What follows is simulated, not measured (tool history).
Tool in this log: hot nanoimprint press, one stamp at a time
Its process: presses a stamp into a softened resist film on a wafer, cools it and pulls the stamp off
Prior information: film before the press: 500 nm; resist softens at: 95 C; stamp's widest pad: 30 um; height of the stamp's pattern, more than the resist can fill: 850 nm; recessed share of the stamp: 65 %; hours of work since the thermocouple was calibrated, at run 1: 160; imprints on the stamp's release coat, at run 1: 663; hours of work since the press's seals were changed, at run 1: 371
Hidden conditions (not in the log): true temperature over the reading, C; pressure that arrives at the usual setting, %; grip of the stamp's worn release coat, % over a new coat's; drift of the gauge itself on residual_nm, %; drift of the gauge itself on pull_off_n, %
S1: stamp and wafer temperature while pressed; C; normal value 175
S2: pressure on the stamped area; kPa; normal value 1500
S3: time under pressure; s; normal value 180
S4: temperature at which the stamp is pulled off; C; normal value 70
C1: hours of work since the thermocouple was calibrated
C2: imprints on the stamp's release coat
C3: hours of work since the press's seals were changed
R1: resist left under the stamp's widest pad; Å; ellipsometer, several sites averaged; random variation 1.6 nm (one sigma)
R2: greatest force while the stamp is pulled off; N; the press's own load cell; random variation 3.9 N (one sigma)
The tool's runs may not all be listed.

run,hour,S1,S2,S3,S4,C1,C2,C3,R1,R2
1,0.0,175,1500,180,70,160,663,371,2582,217
2,20.1,183,1500,180,70,169,717,380,1861,219
3,37.3,183,1500,180,70,177,762,388,1870,226
4,49.7,175,1500,180,70,182,795,393,2607,220
5,61.8,175,1500,180,70,187,828,399,2595,228
6,86.6,175,1500,180,70,198,894,410,2579,231
7,107.2,175,1500,180,68,208,948,419,2597,239
8,122.2,175,1500,180,70,214,988,425,2586,231
9,147.8,175,1500,180,70,225,1056,437,2573,231
10,165.4,182,1500,180,70,233,1103,444,2008,245
11,180.0,182,1500,180,70,240,1142,451,1961,247
12,209.5,182,1500,180,70,253,1221,464,1961,244
13,238.5,182,1500,180,70,266,1298,477,1972,241
14,255.5,182,1500,180,70,273,1343,484,1970,249
# hour 277.3: plate thermocouple calibrated
15,277.3,175,1500,180,70,0,1393,492,2668,255
# hour 303.3: stamp cleaned and given a new release coat
16,303.3,175,1500,180,70,9,0,501,2662,187

What does the tool deliver on the next run?
17,327.9,175,1500,180,70,20,66,512,?,?

R1: 2662 Å
R2: 196 N
If the tool had no hidden condition, the same run with the same run-to-run variation would have returned R1 2511 Å, R2 191 N.

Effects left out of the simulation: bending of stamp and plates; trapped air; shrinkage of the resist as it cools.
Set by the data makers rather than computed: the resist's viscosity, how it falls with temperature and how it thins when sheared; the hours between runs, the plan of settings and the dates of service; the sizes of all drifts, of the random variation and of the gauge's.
